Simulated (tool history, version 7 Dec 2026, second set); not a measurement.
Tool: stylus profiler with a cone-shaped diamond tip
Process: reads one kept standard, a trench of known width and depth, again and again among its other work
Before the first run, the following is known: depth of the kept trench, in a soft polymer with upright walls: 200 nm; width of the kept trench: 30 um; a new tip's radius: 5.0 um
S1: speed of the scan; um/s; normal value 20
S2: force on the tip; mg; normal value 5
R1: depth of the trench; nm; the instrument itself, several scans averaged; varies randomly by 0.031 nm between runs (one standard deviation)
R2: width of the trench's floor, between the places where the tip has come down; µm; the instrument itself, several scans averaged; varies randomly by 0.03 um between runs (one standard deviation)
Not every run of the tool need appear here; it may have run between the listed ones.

Run 1, hour 0: usual settings. Result: R1 204.07 nm, R2 27.08 µm.
Run 2, hour 21.6: usual settings. Result: R1 204.07 nm, R2 27.06 µm.
Run 3, hour 36.2: usual settings. Result: R1 204.01 nm, R2 27.11 µm.
Run 4, hour 52.7: usual settings. Result: R1 204.11 nm, R2 27.09 µm.
Run 5, hour 72.4: usual settings. Result: R1 204.11 nm, R2 27.1 µm.
Run 6, hour 90.4: usual settings. Result: R1 204.06 nm, R2 27.09 µm.
Run 7, hour 104.9: usual settings. Result: R1 204.13 nm, R2 27.1 µm.
Run 8, hour 126.3: usual settings. Result: R1 204.13 nm, R2 27.09 µm.
At hour 137.6: new tip fitted, height scale calibrated.
Run 9, hour 147.1: usual settings. Result: R1 204.14 nm, R2 27.12 µm.
Run 10, hour 160.5: usual settings. Result: R1 204.13 nm, R2 27.16 µm.
Run 11, hour 174.7: usual settings. Result: R1 204.02 nm, R2 27.16 µm.
Run 12, hour 192.8: usual settings but S1 34 um/s. Result: R1 204.13 nm, R2 27.07 µm.
Run 13, hour 206.8: usual settings but S1 34 um/s. Result: R1 204.1 nm, R2 27.1 µm.
Run 14, hour 220.9: usual settings but S1 44 um/s, S2 3.14 mg. Result: R1 202.97 nm, R2 27.03 µm.
Run 15, hour 236.7: usual settings but S1 8 um/s, S2 5.37 mg. Result: R1 204.28 nm, R2 27.26 µm.
Run 16, hour 251.9: usual settings but S1 21 um/s, S2 3.5 mg. Result: R1 203.25 nm, R2 27.13 µm.
Run 17, hour 267.8: usual settings but S1 21 um/s, S2 3.5 mg. Result: R1 203.25 nm, R2 27.09 µm.
Run 18, hour 285.5: usual settings but S1 17 um/s, S2 1.87 mg. Result: R1 202.16 nm, R2 27.07 µm.
Run 19, hour 306.1: usual settings but S1 17 um/s, S2 1.87 mg. Result: R1 202.1 nm, R2 27.06 µm.
Run 20, hour 326.8: usual settings but S1 17 um/s, S2 2.43 mg. Result: R1 202.52 nm, R2 27.13 µm.
Run 21, hour 354.8: usual settings but S1 42 um/s, S2 3.02 mg. Result: R1 202.87 nm, R2 27.07 µm.
Run 22, hour 370: usual settings but S1 42 um/s, S2 8.82 mg. Result: R1 206.01 nm, R2 27.09 µm.
Run 23, hour 384.7: usual settings but S1 6 um/s, S2 9.21 mg. Result: R1 206.22 nm, R2 27.16 µm.
Run 24, hour 400: usual settings but S1 40 um/s, S2 9.19 mg. Result: R1 206.2 nm, R2 27.14 µm.
Run 25, hour 426.2: usual settings but S1 23 um/s, S2 3.36 mg. Result: R1 203.15 nm, R2 27.07 µm.

Each row is a separate what-if for the run after 25, all from the same tool condition, not one after another. Results?
Run A, hour 453.5: usual settings but S1 23 um/s, S2 1.7 mg. Result: R1 ?, R2 ?.
Run B, hour 453.5: usual settings but S1 33 um/s, S2 4.9 mg. Result: R1 ?, R2 ?.
Run C, hour 453.5: usual settings but S1 16 um/s, S2 3.36 mg. Result: R1 ?, R2 ?.
Run D, hour 453.5: usual settings but S1 9 um/s, S2 2.88 mg. Result: R1 ?, R2 ?.
Run E, hour 453.5: usual settings but S1 45 um/s. Result: R1 ?, R2 ?.

run      R1     R2
  A  201.99  27.05
  B  204.05  27.05
  C  203.13  27.11
  D  202.83  27.13
  E  204.14  27.05
Had the tool no hidden state, the same runs would have come out as:
run      R1     R2
  A  201.99  27.07
  B  204.05  27.06
  C  203.14  27.12
  D  202.84  27.14
  E  204.14  27.06

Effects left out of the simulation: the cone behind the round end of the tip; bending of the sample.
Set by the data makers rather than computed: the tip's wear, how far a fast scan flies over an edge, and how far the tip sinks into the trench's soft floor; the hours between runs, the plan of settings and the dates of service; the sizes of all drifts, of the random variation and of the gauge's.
